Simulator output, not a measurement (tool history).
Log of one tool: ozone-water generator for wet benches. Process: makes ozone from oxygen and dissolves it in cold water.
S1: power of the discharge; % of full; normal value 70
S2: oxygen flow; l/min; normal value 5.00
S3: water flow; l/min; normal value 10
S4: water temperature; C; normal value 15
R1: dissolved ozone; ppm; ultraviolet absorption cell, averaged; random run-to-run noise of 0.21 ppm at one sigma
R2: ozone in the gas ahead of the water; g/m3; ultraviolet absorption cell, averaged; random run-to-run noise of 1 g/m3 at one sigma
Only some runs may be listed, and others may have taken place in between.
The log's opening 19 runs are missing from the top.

Run 20, hour 783.7: usual settings but S1 76 % of full, S2 7.90 l/min, S3 9 l/min, S4 11 C. Result: R1 31.1 ppm, R2 130.6 g/m3.
Run 21, hour 807.3: usual settings but S1 46 % of full, S2 7.90 l/min, S3 9 l/min, S4 11 C. Result: R1 19.7 ppm, R2 84.1 g/m3.
Run 22, hour 831.8: usual settings but S1 47 % of full, S2 6.84 l/min, S3 7 l/min, S4 18 C. Result: R1 20.4 ppm, R2 94.5 g/m3.
Run 23, hour 881.8: usual settings but S1 44 % of full, S2 5.93 l/min, S4 18 C. Result: R1 17.5 ppm, R2 97.6 g/m3.
Run 24, hour 906.7: usual settings but S1 44 % of full, S2 5.93 l/min, S4 18 C. Result: R1 17.2 ppm, R2 98.3 g/m3.
Run 25, hour 949.7: usual settings but S1 44 % of full, S2 5.93 l/min, S4 18 C. Result: R1 17.2 ppm, R2 98.6 g/m3.
Run 26, hour 987.3: usual settings but S1 78 % of full. Result: R1 32.5 ppm, R2 183.9 g/m3.
Run 27, hour 1023.1: usual settings but S1 56 % of full, S2 8.38 l/min. Result: R1 20.0 ppm, R2 95.7 g/m3.
Run 28, hour 1079.9: usual settings but S3 7 l/min. Result: R1 34.9 ppm, R2 168.1 g/m3.
Run 29, hour 1128.5: usual settings but S3 14 l/min. Result: R1 23.6 ppm, R2 167.4 g/m3.
Run 30, hour 1155.0: usual settings but S3 14 l/min. Result: R1 23.6 ppm, R2 166.0 g/m3.
Run 31, hour 1195.0: usual settings but S2 6.21 l/min, S3 11 l/min, S4 13 C. Result: R1 26.9 ppm, R2 143.1 g/m3.

Below are 5 alternative next runs, each starting from the tool's condition after run 31. Predict each:
Run A, hour 1250.8: usual settings but S1 62 % of full, S2 6.21 l/min, S3 11 l/min. Result: R1 ?, R2 ?.
Run B, hour 1250.8: usual settings but S1 58 % of full, S2 3.88 l/min, S3 11 l/min, S4 13 C. Result: R1 ?, R2 ?.
Run C, hour 1250.8: usual settings but S4 18 C. Result: R1 ?, R2 ?.
Run D, hour 1250.8: usual settings but S1 74 % of full, S2 8.28 l/min, S3 12 l/min. Result: R1 ?, R2 ?.
Run E, hour 1250.8: usual settings but S1 78 % of full, S2 6.21 l/min, S3 11 l/min, S4 10 C. Result: R1 ?, R2 ?.

run    R1     R2
  A  23.2  129.1
  B  25.6  168.5
  C  27.4  166.2
  D  23.6  124.1
  E  31.6  157.5
Take away the tool's hidden state, keep each run's random variation, and the runs would have read:
run    R1     R2
  A  24.4  133.8
  B  26.8  174.2
  C  28.9  173.0
  D  24.9  129.4
  E  33.4  164.6

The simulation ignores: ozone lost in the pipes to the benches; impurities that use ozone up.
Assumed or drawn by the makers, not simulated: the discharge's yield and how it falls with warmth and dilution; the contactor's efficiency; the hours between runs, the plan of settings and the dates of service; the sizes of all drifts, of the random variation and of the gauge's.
